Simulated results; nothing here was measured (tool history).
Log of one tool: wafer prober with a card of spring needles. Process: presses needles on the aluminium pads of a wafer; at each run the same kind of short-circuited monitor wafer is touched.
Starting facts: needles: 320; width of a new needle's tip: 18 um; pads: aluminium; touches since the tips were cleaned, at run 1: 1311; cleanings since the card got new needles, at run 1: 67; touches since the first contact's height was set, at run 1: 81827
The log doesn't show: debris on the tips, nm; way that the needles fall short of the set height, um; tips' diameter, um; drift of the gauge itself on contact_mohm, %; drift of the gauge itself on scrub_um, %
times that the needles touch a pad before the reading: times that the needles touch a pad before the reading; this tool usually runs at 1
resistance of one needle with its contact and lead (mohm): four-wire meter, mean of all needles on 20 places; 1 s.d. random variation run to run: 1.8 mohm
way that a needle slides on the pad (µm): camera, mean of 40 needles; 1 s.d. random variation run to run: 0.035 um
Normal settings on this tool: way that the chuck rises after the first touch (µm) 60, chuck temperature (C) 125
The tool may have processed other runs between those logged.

run	hour	way that the chuck rises after the first touch (µm)	chuck temperature (C)	times that the needles touch a pad before the reading	touches since the tips were cleaned	cleanings since the card got new needles	touches since the first contact's height was set	resistance of one needle with its contact and lead (mohm)	way that a needle slides on the pad (µm)
1	0	60	125	1	1311	67	81827	248	13.5
# hour 5.5: tips cleaned on abrasive film
# hour 14.8: tips cleaned on abrasive film
2	14.8	60	125	1	0	69	88366	207	13.45
# hour 23.8: tips cleaned on abrasive film
3	30.3	60	125	1	2913	70	95287	270	13.35
# hour 32.6: tips cleaned on abrasive film
# hour 34.3: height of the first contact set anew
4	39.9	60	125	1	3135	71	2503	285	13.08
# hour 41.9: tips cleaned on abrasive film
# hour 51.3: tips cleaned on abrasive film
5	53.8	60	125	1	1137	73	8663	245	13.07
# hour 60.4: tips cleaned on abrasive film
6	65.2	60	125	1	2159	74	13750	270	13.01
# hour 69.3: tips cleaned on abrasive film
# hour 78.1: tips cleaned on abrasive film
7	83.6	60	125	1	2469	76	21911	278	13
# hour 87.2: tips cleaned on abrasive film
# hour 96.2: tips cleaned on abrasive film
8	97.9	60	125	1	752	78	28238	239	12.99
# hour 105.8: tips cleaned on abrasive film
# hour 114.2: tips cleaned on abrasive film
9	116.3	60	125	1	961	80	36445	253	12.95
# hour 120.8: height of the first contact set anew, once more
# hour 123.2: tips cleaned on abrasive film
# hour 131.7: tips cleaned on abrasive film
10	132.1	60	125	1	196	82	4973	212	13.84
# hour 141.1: tips cleaned on abrasive film
# hour 150.9: tips cleaned on abrasive film
11	153.4	60	125	1	1091	84	14431	242	13.88
# hour 160.6: tips cleaned on abrasive film
12	165.4	61	125	1	2162	85	19800	269	14.01
# hour 169.3: tips cleaned on abrasive film
# hour 178.3: tips cleaned on abrasive film
13	178.7	61	125	1	183	87	25675	211	13.91
# hour 187.1: tips cleaned on abrasive film
14	188.1	61	125	1	450	88	29873	224	13.93
# hour 195.9: tips cleaned on abrasive film
# hour 205.3: tips cleaned on abrasive film
15	208.5	58	125	1	1419	90	38926	258	13.13
# hour 214.6: tips cleaned on abrasive film
16	220.2	60	46	1	2500	91	44134	273	13.67
# hour 223.3: tips cleaned on abrasive film
# hour 232.4: tips cleaned on abrasive film
17	233.9	60	36	1	674	93	50213	218	13.64
# hour 242.1: tips cleaned on abrasive film
18	247.6	60	36	1	2476	94	56341	266	13.57
# hour 251.6: tips cleaned on abrasive film
# hour 260.3: tips cleaned on abrasive film
19	260.3	59	27	3	0	96	61948	183	13.25
# hour 268.8: tips cleaned on abrasive film
# hour 277.9: tips cleaned on abrasive film
20	278.5	63	77	1	287	98	70040	204	14.22
# hour 286.6: tips cleaned on abrasive film
21	290.9	63	77	1	1929	99	75569	258	14.22
# hour 296: tips cleaned on abrasive film
# hour 305.2: tips cleaned on abrasive film
22	305.2	48	51	1	14	101	81901	197	10.68
# hour 314.6: tips cleaned on abrasive film
# hour 323.2: tips cleaned on abrasive film
23	323.2	48	51	1	0	103	89915	204	10.6
# hour 333.5: tips cleaned on abrasive film
24	335.1	48	51	1	706	104	95186	265	10.65
# hour 339.9: height of the first contact set anew
# hour 343.1: tips cleaned on abrasive film
25	344.9	79	51	2	811	105	2190	191	18.3
# hour 352.9: tips cleaned on abrasive film
26	354.3	79	51	2	592	106	6372	188	18.24
# hour 362.7: tips cleaned on abrasive film
# hour 372: tips cleaned on abrasive film
27	372.6	60	29	1	275	108	14517	201	13.81
# hour 381.8: tips cleaned on abrasive film
# hour 390.7: tips cleaned on abrasive film
28	392.4	60	70	1	765	110	23309	232	13.74
# hour 399.6: tips cleaned on abrasive film
# hour 408.1: tips cleaned on abrasive film
29	410	60	70	1	855	112	31135	227	13.71
# hour 417.4: tips cleaned on abrasive film
# hour 426.7: tips cleaned on abrasive film
30	429.2	60	53	2	1124	114	39690	220	13.71
# hour 435.7: tips cleaned on abrasive film
# hour 446: tips cleaned on abrasive film
31	448.4	60	53	2	1087	116	48213	220	13.63

Below are 3 alternative next runs, each starting from the tool's condition after run 31. Predict each:
# hour 454.4: tips cleaned on abrasive film
A	460.3	72	98	3	2644	117	53537	?	?
# hour 454.4: tips cleaned on abrasive film
B	460.3	78	125	1	2644	117	53537	?	?
# hour 454.4: tips cleaned on abrasive film
C	460.3	60	93	2	2644	117	53537	?	?

run	resistance of one needle with its contact and lead (mohm)	way that a needle slides on the pad (µm)
A	209	16.35
B	242	17.82
C	249	13.6
The same runs, with their run-to-run variation unchanged, on a tool lacking any hidden condition would have given:
run	resistance of one needle with its contact and lead (mohm)	way that a needle slides on the pad (µm)
A	181	16.61
B	185	18.09
C	187	13.87
